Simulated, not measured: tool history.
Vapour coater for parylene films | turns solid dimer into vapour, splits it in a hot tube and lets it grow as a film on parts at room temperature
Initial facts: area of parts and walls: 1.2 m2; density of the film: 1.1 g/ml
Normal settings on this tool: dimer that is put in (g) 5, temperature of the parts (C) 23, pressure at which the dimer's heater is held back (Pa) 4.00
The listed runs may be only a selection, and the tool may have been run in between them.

run,hour,dimer that is put in (g),temperature of the parts (C),pressure at which the dimer's heater is held back (Pa),thickness of the film (nm)
1,0.0,5,23,4.00,2160
2,23.3,5,19,4.00,2570
3,58.5,5,19,4.00,2560
4,78.6,5,19,4.00,2570
5,113.0,5,19,4.00,2560
6,131.7,5,19,4.00,2560
7,151.9,5,23,4.00,2140
8,189.0,5,23,4.00,2280
9,220.8,5,23,4.00,2270
10,251.0,5,23,4.00,2260
11,278.3,5,23,4.00,2270
12,296.4,5,23,4.00,2240
13,334.2,5,23,4.00,2240
14,371.5,5,23,4.00,2230
15,410.3,5,24,4.00,2140
16,443.0,5,32,4.00,1480
17,459.3,5,32,4.00,1480
18,491.3,5,32,4.00,1450
19,509.9,5,32,4.00,1470
20,532.4,5,32,4.00,1470
21,557.6,5,23,4.00,2190
22,579.0,5,23,4.00,2200
23,600.4,5,23,4.00,2190
24,618.1,4,23,4.00,1730
25,655.7,9,22,7.28,3840
26,690.1,7,22,7.28,3000
27,714.9,4,23,2.01,1840
28,732.7,4,15,3.98,2460
29,762.0,3,15,8.01,1740
30,790.1,3,15,8.01,1720
31,815.4,3,27,5.51,1040
32,837.7,5,18,3.00,2980
33,855.0,5,18,3.00,3000
34,893.9,5,18,3.00,3010
35,916.3,8,27,4.00,3090
36,936.4,8,27,4.00,3090
37,963.5,4,23,2.42,1960
38,982.0,5,26,2.42,2110
39,1018.0,5,19,4.00,2750
40,1051.3,5,19,4.00,2730
41,1068.7,5,19,7.18,2580
42,1093.9,4,16,7.18,2340
43,1123.9,4,16,7.18,2330
44,1146.0,4,16,7.18,2350
45,1162.1,4,29,7.18,1310
46,1186.1,4,29,7.18,1290
47,1217.7,5,25,4.00,2050
48,1252.1,5,28,2.30,1870

Missing from the log above: 2 entries noted between runs. For each, name the pair of listed runs it sits between and say how the tool's hidden condition differs from the listed run just before to the listed run just after:
Between runs 7 and 8: trap's valve overhauled (hour 175.4)
  vapour lost through the trap's worn valve, %: 7.5 -> 0.9; true temperature of the parts over the reading, C: -0.3 -> -0.31
  what was measured, less what the result would be without the hidden state, thickness of the film (nm): -140 -> +10
Between runs 31 and 32: trap's valve overhauled (hour 822.3)
  vapour lost through the trap's worn valve, %: 8.7 -> 0.4; true temperature of the parts over the reading, C: -0.65 -> -0.66
  what was measured, less what the result would be without the hidden state, thickness of the film (nm): -70 -> +70
